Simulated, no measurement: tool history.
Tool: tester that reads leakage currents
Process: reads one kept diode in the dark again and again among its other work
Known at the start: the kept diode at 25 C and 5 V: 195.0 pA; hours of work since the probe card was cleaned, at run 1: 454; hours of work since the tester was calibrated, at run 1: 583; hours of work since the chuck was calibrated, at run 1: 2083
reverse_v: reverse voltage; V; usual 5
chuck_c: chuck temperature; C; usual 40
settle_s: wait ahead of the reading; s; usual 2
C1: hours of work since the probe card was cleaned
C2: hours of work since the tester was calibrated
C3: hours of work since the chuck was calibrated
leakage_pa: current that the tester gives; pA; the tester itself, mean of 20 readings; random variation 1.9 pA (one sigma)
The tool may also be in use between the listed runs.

Run 1, hour 0: usual settings; C1 454; C2 583; C3 2083. Result: leakage_pa 558.4 pA.
Run 2, hour 31.5: usual settings; C1 478; C2 606; C3 2107. Result: leakage_pa 556.67 pA.
Run 3, hour 73.7: usual settings but reverse_v 3.44 V; C1 510; C2 638; C3 2139. Result: leakage_pa 475.08 pA.
Run 4, hour 108.9: usual settings but reverse_v 3.44 V; C1 537; C2 665; C3 2165. Result: leakage_pa 474.7 pA.
Run 5, hour 151.3: usual settings but reverse_v 16.41 V; C1 569; C2 697; C3 2197. Result: leakage_pa 918.81 pA.
Run 6, hour 193.5: usual settings; C1 600; C2 729; C3 2229. Result: leakage_pa 553.52 pA.
At hour 205.3: chuck's temperature calibrated.
Run 7, hour 230.7: usual settings; C1 627; C2 755; C3 19. Result: leakage_pa 621 pA.
Run 8, hour 270.6: usual settings; C1 657; C2 785; C3 49. Result: leakage_pa 615.91 pA.
Run 9, hour 307.3: usual settings; C1 685; C2 813; C3 77. Result: leakage_pa 618.47 pA.
Run 10, hour 345.1: usual settings; C1 713; C2 841; C3 105. Result: leakage_pa 614.55 pA.
Run 11, hour 381.5: usual settings but reverse_v 19.34 V; C1 741; C2 869; C3 133. Result: leakage_pa 1092.89 pA.
Run 12, hour 416.9: usual settings but reverse_v 9.9 V, settle_s 9.85 s; C1 767; C2 896; C3 160. Result: leakage_pa 815.41 pA.
Run 13, hour 458.7: usual settings but reverse_v 5.48 V, chuck_c 24 C, settle_s 1.95 s; C1 799; C2 927; C3 191. Result: leakage_pa 185.01 pA.
Run 14, hour 486: usual settings but reverse_v 11.22 V, chuck_c 56 C, settle_s 1.95 s; C1 819; C2 948; C3 212. Result: leakage_pa 2646.33 pA.
Run 15, hour 518.8: usual settings but reverse_v 11.86 V, chuck_c 39 C, settle_s 8.51 s; C1 844; C2 973; C3 236. Result: leakage_pa 815.32 pA.
Run 16, hour 537.9: usual settings but reverse_v 18.17 V, chuck_c 45 C, settle_s 0.74 s; C1 859; C2 987; C3 251. Result: leakage_pa 1525.36 pA.
Run 17, hour 569: usual settings but reverse_v 6.37 V, chuck_c 29 C, settle_s 3.25 s; C1 882; C2 1010; C3 274. Result: leakage_pa 292.1 pA.
Run 18, hour 586.8: usual settings but reverse_v 4.18 V; C1 896; C2 1024; C3 288. Result: leakage_pa 566.81 pA.
Run 19, hour 616.1: usual settings but reverse_v 4.43 V, settle_s 1.62 s; C1 918; C2 1046; C3 310. Result: leakage_pa 577.87 pA.
Run 20, hour 641.5: usual settings but reverse_v 3.26 V, chuck_c 27 C, settle_s 0.66 s; C1 937; C2 1065; C3 329. Result: leakage_pa 186.2 pA.

The next listed run, before its measurement:
Run 21, hour 666.7: usual settings but reverse_v 1.46 V, settle_s 7.2 s; C1 956; C2 1084; C3 348. Result: leakage_pa ?.

{"run 21": {"leakage_pa": 360.39}}
Without the tool's hidden state the same run would have given leakage_pa 372.15 pA.
